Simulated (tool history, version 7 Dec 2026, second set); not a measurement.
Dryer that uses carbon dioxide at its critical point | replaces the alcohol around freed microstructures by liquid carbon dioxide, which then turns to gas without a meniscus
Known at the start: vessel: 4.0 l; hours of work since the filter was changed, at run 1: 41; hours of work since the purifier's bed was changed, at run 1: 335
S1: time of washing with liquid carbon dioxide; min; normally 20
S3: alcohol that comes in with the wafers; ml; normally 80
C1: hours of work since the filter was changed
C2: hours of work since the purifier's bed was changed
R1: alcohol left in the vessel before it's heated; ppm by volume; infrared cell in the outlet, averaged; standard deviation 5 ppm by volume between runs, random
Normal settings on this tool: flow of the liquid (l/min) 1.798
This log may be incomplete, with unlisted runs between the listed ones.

Run 1, hour 0.0: usual settings; C1 41; C2 335. Result: R1 99 ppm by volume.
Run 2, hour 16.9: usual settings; C1 52; C2 346. Result: R1 104 ppm by volume.
Run 3, hour 37.1: usual settings but S1 15 min; C1 65; C2 359. Result: R1 143 ppm by volume.
Run 4, hour 66.7: usual settings but S1 15 min; C1 85; C2 378. Result: R1 156 ppm by volume.
Run 5, hour 98.6: usual settings but S1 15 min; C1 106; C2 399. Result: R1 164 ppm by volume.
Run 6, hour 121.8: usual settings but S1 15 min; C1 121; C2 414. Result: R1 161 ppm by volume.
Run 7, hour 154.9: usual settings but S3 36 ml; C1 142; C2 436. Result: R1 120 ppm by volume.
Run 8, hour 175.0: usual settings but S3 36 ml; C1 155; C2 449. Result: R1 120 ppm by volume.
Run 9, hour 195.0: usual settings but S3 36 ml; C1 169; C2 462. Result: R1 122 ppm by volume.

For run 10, what comes out?
Run 10, hour 229.2: usual settings but S1 19 min, flow of the liquid (l/min) 1.100, S3 30 ml; C1 191; C2 485. Result: R1 ?.

R1: 219 ppm by volume
On a tool with no hidden condition, and with the same random variation, this run would have come out at R1 70 ppm by volume.
